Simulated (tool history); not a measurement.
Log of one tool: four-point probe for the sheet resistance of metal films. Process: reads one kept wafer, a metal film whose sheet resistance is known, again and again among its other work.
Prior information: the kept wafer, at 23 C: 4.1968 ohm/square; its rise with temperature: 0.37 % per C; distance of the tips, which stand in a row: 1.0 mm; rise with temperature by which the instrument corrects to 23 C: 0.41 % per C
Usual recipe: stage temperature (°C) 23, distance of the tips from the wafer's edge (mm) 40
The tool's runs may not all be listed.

run   hour  stage temperature (°C)  distance of the tips from the wafer's edge (mm)  sheet resistance as the instrument gives it (ohm/square)
  1    0.0                      23                                               40                                                  4.199176
  2   43.4                      23                                               40                                                  4.198052
  3  115.2                      23                                               40                                                  4.197134
  4  153.8                      23                                               40                                                  4.197765
  5  237.4                      23                                               40                                                  4.199740
  6  320.5                      23                                               16                                                  4.205876

What will run 7 give?
  7  390.3                      23                                               16                                                         ?

Run 7 measured sheet resistance as the instrument gives it (ohm/square) 4.205726.
On a tool with no hidden condition, and with the same random variation, this run would have come out at sheet resistance as the instrument gives it (ohm/square) 4.205833.
